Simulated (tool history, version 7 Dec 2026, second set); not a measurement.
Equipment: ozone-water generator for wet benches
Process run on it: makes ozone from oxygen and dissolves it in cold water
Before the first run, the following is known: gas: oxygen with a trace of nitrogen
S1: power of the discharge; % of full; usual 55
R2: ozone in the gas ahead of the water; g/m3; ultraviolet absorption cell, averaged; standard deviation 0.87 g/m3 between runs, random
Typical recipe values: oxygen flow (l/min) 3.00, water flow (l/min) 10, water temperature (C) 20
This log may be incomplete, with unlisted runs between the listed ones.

{"run": 1, "hour": 0.0, "S1": 55, "oxygen flow (l/min)": 3.0, "water flow (l/min)": 10, "water temperature (C)": 20, "dissolved ozone (ppm)": 16.2, "R2": 134.5}
{"run": 2, "hour": 48.6, "S1": 55, "oxygen flow (l/min)": 3.0, "water flow (l/min)": 10, "water temperature (C)": 13, "dissolved ozone (ppm)": 18.0, "R2": 135.7}
{"run": 3, "hour": 99.2, "S1": 55, "oxygen flow (l/min)": 3.0, "water flow (l/min)": 10, "water temperature (C)": 13, "dissolved ozone (ppm)": 18.0, "R2": 137.0}
{"run": 4, "hour": 151.3, "S1": 55, "oxygen flow (l/min)": 1.96, "water flow (l/min)": 10, "water temperature (C)": 20, "dissolved ozone (ppm)": 16.7, "R2": 179.7}
{"run": 5, "hour": 198.9, "S1": 55, "oxygen flow (l/min)": 1.96, "water flow (l/min)": 10, "water temperature (C)": 20, "dissolved ozone (ppm)": 16.8, "R2": 177.9}
{"run": 6, "hour": 238.8, "S1": 55, "oxygen flow (l/min)": 1.73, "water flow (l/min)": 10, "water temperature (C)": 20, "dissolved ozone (ppm)": 17.1, "R2": 194.0}
{"run": 7, "hour": 265.4, "S1": 55, "oxygen flow (l/min)": 1.59, "water flow (l/min)": 10, "water temperature (C)": 20, "dissolved ozone (ppm)": 16.9, "R2": 205.0}
{"run": 8, "hour": 298.2, "S1": 55, "oxygen flow (l/min)": 3.0, "water flow (l/min)": 10, "water temperature (C)": 20, "dissolved ozone (ppm)": 16.0, "R2": 133.4}
{"run": 9, "hour": 363.0, "S1": 55, "oxygen flow (l/min)": 3.0, "water flow (l/min)": 10, "water temperature (C)": 20, "dissolved ozone (ppm)": 15.9, "R2": 137.2}
{"run": 10, "hour": 402.8, "S1": 55, "oxygen flow (l/min)": 4.59, "water flow (l/min)": 10, "water temperature (C)": 20, "dissolved ozone (ppm)": 14.7, "R2": 102.0}
{"run": 11, "hour": 437.4, "S1": 55, "oxygen flow (l/min)": 4.59, "water flow (l/min)": 10, "water temperature (C)": 20, "dissolved ozone (ppm)": 14.6, "R2": 101.1}
{"run": 12, "hour": 474.9, "S1": 55, "oxygen flow (l/min)": 4.59, "water flow (l/min)": 10, "water temperature (C)": 20, "dissolved ozone (ppm)": 14.4, "R2": 101.6}
{"run": 13, "hour": 513.2, "S1": 55, "oxygen flow (l/min)": 4.59, "water flow (l/min)": 10, "water temperature (C)": 20, "dissolved ozone (ppm)": 14.4, "R2": 101.4}
{"run": 14, "hour": 542.2, "S1": 75, "oxygen flow (l/min)": 3.0, "water flow (l/min)": 10, "water temperature (C)": 20, "dissolved ozone (ppm)": 19.2, "R2": 163.5}
{"run": 15, "hour": 594.1, "S1": 75, "oxygen flow (l/min)": 3.0, "water flow (l/min)": 10, "water temperature (C)": 20, "dissolved ozone (ppm)": 19.6, "R2": 162.3}
{"run": 16, "hour": 628.8, "S1": 46, "oxygen flow (l/min)": 3.0, "water flow (l/min)": 10, "water temperature (C)": 20, "dissolved ozone (ppm)": 14.0, "R2": 119.3}
{"run": 17, "hour": 684.9, "S1": 46, "oxygen flow (l/min)": 3.0, "water flow (l/min)": 12, "water temperature (C)": 20, "dissolved ozone (ppm)": 12.5, "R2": 119.9}
{"run": 18, "hour": 735.2, "S1": 46, "oxygen flow (l/min)": 3.0, "water flow (l/min)": 12, "water temperature (C)": 20, "dissolved ozone (ppm)": 12.6, "R2": 119.9}
{"run": 19, "hour": 797.3, "S1": 95, "oxygen flow (l/min)": 3.0, "water flow (l/min)": 10, "water temperature (C)": 12, "dissolved ozone (ppm)": 25.2, "R2": 189.4}
{"run": 20, "hour": 830.7, "S1": 95, "oxygen flow (l/min)": 3.0, "water flow (l/min)": 10, "water temperature (C)": 12, "dissolved ozone (ppm)": 25.0, "R2": 188.6}
{"run": 21, "hour": 867.3, "S1": 55, "oxygen flow (l/min)": 2.79, "water flow (l/min)": 10, "water temperature (C)": 28, "dissolved ozone (ppm)": 14.0, "R2": 140.0}
{"run": 22, "hour": 913.2, "S1": 55, "oxygen flow (l/min)": 2.86, "water flow (l/min)": 10, "water temperature (C)": 24, "dissolved ozone (ppm)": 14.6, "R2": 137.5}
{"run": 23, "hour": 952.4, "S1": 41, "oxygen flow (l/min)": 3.0, "water flow (l/min)": 10, "water temperature (C)": 20, "dissolved ozone (ppm)": 12.9, "R2": 110.4}
{"run": 24, "hour": 997.4, "S1": 60, "oxygen flow (l/min)": 2.89, "water flow (l/min)": 6, "water temperature (C)": 25, "dissolved ozone (ppm)": 20.1, "R2": 143.2}
{"run": 25, "hour": 1043.7, "S1": 43, "oxygen flow (l/min)": 3.0, "water flow (l/min)": 10, "water temperature (C)": 20, "dissolved ozone (ppm)": 13.5, "R2": 113.9}
{"run": 26, "hour": 1086.8, "S1": 43, "oxygen flow (l/min)": 3.0, "water flow (l/min)": 10, "water temperature (C)": 20, "dissolved ozone (ppm)": 13.1, "R2": 114.2}
{"run": 27, "hour": 1146.5, "S1": 59, "oxygen flow (l/min)": 3.14, "water flow (l/min)": 10, "water temperature (C)": 13, "dissolved ozone (ppm)": 18.0, "R2": 134.9}
{"run": 28, "hour": 1200.0, "S1": 48, "oxygen flow (l/min)": 1.99, "water flow (l/min)": 13, "water temperature (C)": 27, "dissolved ozone (ppm)": 11.3, "R2": 159.1}
{"run": 29, "hour": 1256.1, "S1": 48, "oxygen flow (l/min)": 1.99, "water flow (l/min)": 13, "water temperature (C)": 27, "dissolved ozone (ppm)": 11.2, "R2": 160.3}
{"run": 30, "hour": 1316.2, "S1": 48, "oxygen flow (l/min)": 1.99, "water flow (l/min)": 13, "water temperature (C)": 27, "dissolved ozone (ppm)": 11.3, "R2": 158.9}
{"run": 31, "hour": 1352.7, "S1": 48, "oxygen flow (l/min)": 1.99, "water flow (l/min)": 13, "water temperature (C)": 27, "dissolved ozone (ppm)": 10.9, "R2": 159.0}
{"run": 32, "hour": 1389.9, "S1": 55, "oxygen flow (l/min)": 2.5, "water flow (l/min)": 10, "water temperature (C)": 18, "dissolved ozone (ppm)": 16.0, "R2": 148.7}

Some steps in dissolved ozone (ppm) between neighbouring runs. How much of each would the tool show without its hidden state too (settings, what came in, random variation), and how much is left for the hidden state, with any gauge scatter that isn't in both results?
The tool's hidden condition here consists of: yield of the discharge, % of new electrodes'; contactor's efficiency, % of a clean one's; true water temperature over the reading, C; drift of the gauge itself on ozone_ppm, %; drift of the gauge itself on gas_g_m3, %.
Run 18 -> 19: S1 46 -> 95, water flow (l/min) 12 -> 10, water temperature (C) 20 -> 12. dissolved ozone (ppm) +12.6: hidden state -2.0, all else +14.6.
Run 20 -> 21: S1 95 -> 55, oxygen flow (l/min) 3.00 -> 2.79, water temperature (C) 12 -> 28. dissolved ozone (ppm) -11.0: hidden state +1.8, all else -12.8.
Run 23 -> 24: S1 41 -> 60, oxygen flow (l/min) 3.00 -> 2.89, water flow (l/min) 10 -> 6, water temperature (C) 20 -> 25. dissolved ozone (ppm) +7.2: hidden state -0.9, all else +8.1.
